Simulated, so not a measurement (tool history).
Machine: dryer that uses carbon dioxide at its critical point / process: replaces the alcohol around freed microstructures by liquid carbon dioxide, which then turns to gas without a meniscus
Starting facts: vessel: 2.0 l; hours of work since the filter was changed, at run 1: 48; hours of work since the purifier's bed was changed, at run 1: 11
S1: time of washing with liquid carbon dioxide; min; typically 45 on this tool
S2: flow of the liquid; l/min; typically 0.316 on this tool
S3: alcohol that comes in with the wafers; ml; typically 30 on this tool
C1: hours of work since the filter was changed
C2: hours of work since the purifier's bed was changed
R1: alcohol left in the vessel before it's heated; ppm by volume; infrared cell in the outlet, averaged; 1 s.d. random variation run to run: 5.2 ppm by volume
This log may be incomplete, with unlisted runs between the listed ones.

run 1 hour=0.0 | S1=45 S2=0.316 S3=30 | C1=48 C2=11 | R1=101
run 2 hour=8.9 | S1=45 S2=0.316 S3=30 | C1=52 C2=15 | R1=107
run 3 hour=21.5 | S1=45 S2=0.316 S3=30 | C1=57 C2=20 | R1=108
run 4 hour=29.8 | S1=45 S2=0.316 S3=30 | C1=60 C2=23 | R1=111
run 5 hour=41.0 | S1=45 S2=0.402 S3=30 | C1=65 C2=28 | R1=28
run 6 hour=54.0 | S1=45 S2=0.254 S3=30 | C1=70 C2=33 | R1=304
run 7 hour=66.9 | S1=45 S2=0.254 S3=30 | C1=75 C2=38 | R1=309
run 8 hour=75.3 | S1=45 S2=0.254 S3=30 | C1=78 C2=41 | R1=311
run 9 hour=82.8 | S1=45 S2=0.254 S3=28 | C1=81 C2=44 | R1=286
run 10 hour=90.3 | S1=58 S2=0.316 S3=30 | C1=84 C2=47 | R1=36
run 11 hour=97.5 | S1=58 S2=0.316 S3=30 | C1=87 C2=50 | R1=35
run 12 hour=105.8 | S1=58 S2=0.316 S3=30 | C1=91 C2=54 | R1=41
run 13 hour=117.0 | S1=45 S2=0.450 S3=30 | C1=95 C2=58 | R1=19
run 14 hour=129.9 | S1=45 S2=0.260 S3=30 | C1=100 C2=63 | R1=282
run 15 hour=141.0 | S1=45 S2=0.260 S3=30 | C1=105 C2=68 | R1=282
run 16 hour=146.9 | S1=45 S2=0.260 S3=30 | C1=107 C2=70 | R1=280
run 17 hour=157.1 | S1=45 S2=0.199 S3=30 | C1=111 C2=74 | R1=781
run 18 hour=170.7 | S1=45 S2=0.199 S3=30 | C1=117 C2=80 | R1=788
run 19 hour=177.5 | S1=45 S2=0.199 S3=30 | C1=119 C2=82 | R1=784
run 20 hour=189.9 | S1=45 S2=0.362 S3=30 | C1=124 C2=87 | R1=55
run 21 hour=197.8 | S1=45 S2=0.362 S3=30 | C1=128 C2=91 | R1=59
run 22 hour=209.4 | S1=45 S2=0.218 S3=30 | C1=132 C2=95 | R1=583
run 23 hour=215.8 | S1=45 S2=0.218 S3=30 | C1=135 C2=98 | R1=583
run 24 hour=228.0 | S1=45 S2=0.485 S3=40 | C1=140 C2=103 | R1=31
run 25 hour=240.7 | S1=51 S2=0.255 S3=30 | C1=145 C2=108 | R1=200
run 26 hour=251.2 | S1=51 S2=0.255 S3=30 | C1=149 C2=112 | R1=196
run 27 hour=262.1 | S1=51 S2=0.255 S3=30 | C1=153 C2=116 | R1=203
run 28 hour=274.3 | S1=45 S2=0.229 S3=37 | C1=158 C2=121 | R1=619
run 29 hour=284.5 | S1=45 S2=0.229 S3=25 | C1=162 C2=125 | R1=419
run 30 hour=292.9 | S1=47 S2=0.311 S3=83 | C1=166 C2=129 | R1=299
run 31 hour=300.6 | S1=39 S2=0.337 S3=101 | C1=169 C2=132 | R1=592
run 32 hour=313.6 | S1=39 S2=0.337 S3=101 | C1=174 C2=137 | R1=577
run 33 hour=319.3 | S1=44 S2=0.353 S3=105 | C1=176 C2=139 | R1=271
run 34 hour=327.5 | S1=44 S2=0.353 S3=105 | C1=180 C2=143 | R1=266
run 35 hour=338.5 | S1=69 S2=0.352 S3=30 | C1=184 C2=147 | R1=25
run 36 hour=350.7 | S1=69 S2=0.352 S3=30 | C1=189 C2=152 | R1=23
run 37 hour=362.3 | S1=37 S2=0.345 S3=42 | C1=194 C2=157 | R1=287
run 38 hour=372.7 | S1=33 S2=0.234 S3=91 | C1=198 C2=161 | R1=3502
run 39 hour=382.3 | S1=33 S2=0.234 S3=91 | C1=202 C2=165 | R1=3681
run 40 hour=394.5 | S1=33 S2=0.234 S3=91 | C1=206 C2=170 | R1=3581
run 41 hour=402.6 | S1=33 S2=0.234 S3=91 | C1=210 C2=173 | R1=3627
run 42 hour=411.0 | S1=54 S2=0.397 S3=30 | C1=213 C2=176 | R1=19
run 43 hour=418.3 | S1=54 S2=0.397 S3=30 | C1=216 C2=179 | R1=27
run 44 hour=425.6 | S1=54 S2=0.397 S3=30 | C1=219 C2=182 | R1=26
run 45 hour=433.5 | S1=54 S2=0.397 S3=30 | C1=222 C2=185 | R1=32
run 46 hour=440.2 | S1=71 S2=0.206 S3=120 | C1=225 C2=188 | R1=540

How would selected steps in R1 from run to run divide? Give the signed amount a tool lacking its hidden state would still show from settings, what came in and random variation, and the signed amount left for the hidden state, including any gauge scatter that is not in both of the compared results.
What the log doesn't record here: flow that reaches the vessel past the clogged filter, %; alcohol in the recycled carbon dioxide, ppm; drift of the gauge itself on alcohol_ppm, %.
Run 19 -> 20: S2 0.199 -> 0.362. R1 -729 ppm by volume: hidden state -67, all else -662.
Run 37 -> 38: S1 37 -> 33, S2 0.345 -> 0.234, S3 42 -> 91. R1 +3215 ppm by volume: hidden state +410, all else +2805.
Run 41 -> 42: S1 33 -> 54, S2 0.234 -> 0.397, S3 91 -> 30. R1 -3608 ppm by volume: hidden state -506, all else -3102.
Run 45 -> 46: S1 54 -> 71, S2 0.397 -> 0.206, S3 30 -> 120. R1 +508 ppm by volume: hidden state +133, all else +375.
